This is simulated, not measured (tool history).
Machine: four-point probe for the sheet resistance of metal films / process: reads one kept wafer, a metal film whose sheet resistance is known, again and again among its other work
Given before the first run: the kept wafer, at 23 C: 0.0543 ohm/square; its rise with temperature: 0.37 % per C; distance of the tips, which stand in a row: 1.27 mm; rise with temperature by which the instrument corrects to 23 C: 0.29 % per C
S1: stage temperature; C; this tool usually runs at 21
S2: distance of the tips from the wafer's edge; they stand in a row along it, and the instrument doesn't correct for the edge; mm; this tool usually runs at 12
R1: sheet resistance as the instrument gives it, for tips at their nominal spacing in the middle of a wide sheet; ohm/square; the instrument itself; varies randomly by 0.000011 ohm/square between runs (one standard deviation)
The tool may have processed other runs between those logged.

run    hour  S1  S2        R1
  1       0  21  12  0.054771
  2   119.1  21  12   0.05476
  3   200.7  21  12  0.054758
  4   264.8  32  12  0.055233
  5   320.3  21   4  0.057216
  6   438.8  21  12  0.054734
  7   489.8  31  12  0.055179
  8   542.1  30  12  0.055131
  9   654.9  30   7  0.055747
 10   714.9  21  44   0.05442
 11   818.1  21  44  0.054424
 12   909.8  21  12   0.05471
 13     982  21  12  0.054686
 14  1091.5  33  12   0.05521
 15  1147.1  33  12  0.055225
 16  1223.5  33  12   0.05519
 17  1327.7  33   9  0.055459
 18  1429.6  21  12   0.05467
 19  1539.2  21  19   0.05448
 20  1659.8  21  12   0.05466
 21  1766.2  21  12  0.054659
 22  1818.3  21  12   0.05465
 23  1904.2  19  15  0.054437
     1914.2  -- stage's thermometer calibrated
 24  2017.9  29  72  0.054741
 25  2075.1  26  42   0.05463
     2085.1  -- stage's thermometer calibrated, once more
 26    2200  26  42  0.054365
 27  2275.1  25  42  0.054318
 28  2335.1  25  42  0.054343
 29  2441.8  32  12  0.054954
 30  2566.7  27  27  0.054471
 31  2650.3  27  27  0.054435
 32  2769.7  27   3   0.05911
 33  2877.6  28   4  0.057196
 34  2977.6  32   7  0.055516
 35  3044.7  21   8  0.054833
 36  3133.3  35  52  0.054711
       3203  -- new probe head fitted
 37  3245.9  21   6   0.05593
 38  3311.3  21  75  0.054633
 39    3384  28   6  0.056262
 40  3504.8  21  14  0.054874
 41  3589.8  21  14  0.054876
 42  3653.5  21  47  0.054637
 43  3719.5  25  16  0.054981
 44  3801.8  20  68  0.054581

Below are 5 alternative next runs, each starting from the tool's condition after run 44. Predict each:
  A  3922.2  29   9   ?
  B  3922.2  23  12   ?
  C  3922.2  20  72   ?
  D  3922.2  21   5   ?
  E  3922.2  21   9   ?

run        R1
  A  0.055533
  B  0.055037
  C  0.054577
  D  0.056428
  E  0.055183
With no hidden state in the tool, these same runs would have given:
run        R1
  A  0.055134
  B  0.054639
  C  0.054181
  D   0.05602
  E  0.054784
